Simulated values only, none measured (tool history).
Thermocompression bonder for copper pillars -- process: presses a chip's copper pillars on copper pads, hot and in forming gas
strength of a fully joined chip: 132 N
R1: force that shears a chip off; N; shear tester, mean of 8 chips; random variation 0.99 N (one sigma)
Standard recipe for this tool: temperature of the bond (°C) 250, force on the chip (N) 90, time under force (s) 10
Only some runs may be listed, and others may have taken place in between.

Run 1, hour 0.0: usual settings. Result: R1 84.5 N.
Run 2, hour 13.6: usual settings but time under force (s) 5. Result: R1 69.6 N.
Run 3, hour 28.4: usual settings but time under force (s) 5. Result: R1 68.5 N.
Run 4, hour 51.2: usual settings but time under force (s) 5. Result: R1 67.4 N.
Run 5, hour 73.8: usual settings but time under force (s) 5. Result: R1 67.0 N.
Run 6, hour 90.5: usual settings but time under force (s) 5. Result: R1 67.3 N.
Run 7, hour 111.3: usual settings but force on the chip (N) 92. Result: R1 85.1 N.

Run 8, settings as shown, results not yet in. Your forecast:
Run 8, hour 127.9: usual settings but temperature of the bond (°C) 277, force on the chip (N) 110, time under force (s) 23. Result: R1 ?.

R1: 120.2 N
On a tool with no hidden condition, and with the same random variation, this run would have come out at R1 125.3 N.

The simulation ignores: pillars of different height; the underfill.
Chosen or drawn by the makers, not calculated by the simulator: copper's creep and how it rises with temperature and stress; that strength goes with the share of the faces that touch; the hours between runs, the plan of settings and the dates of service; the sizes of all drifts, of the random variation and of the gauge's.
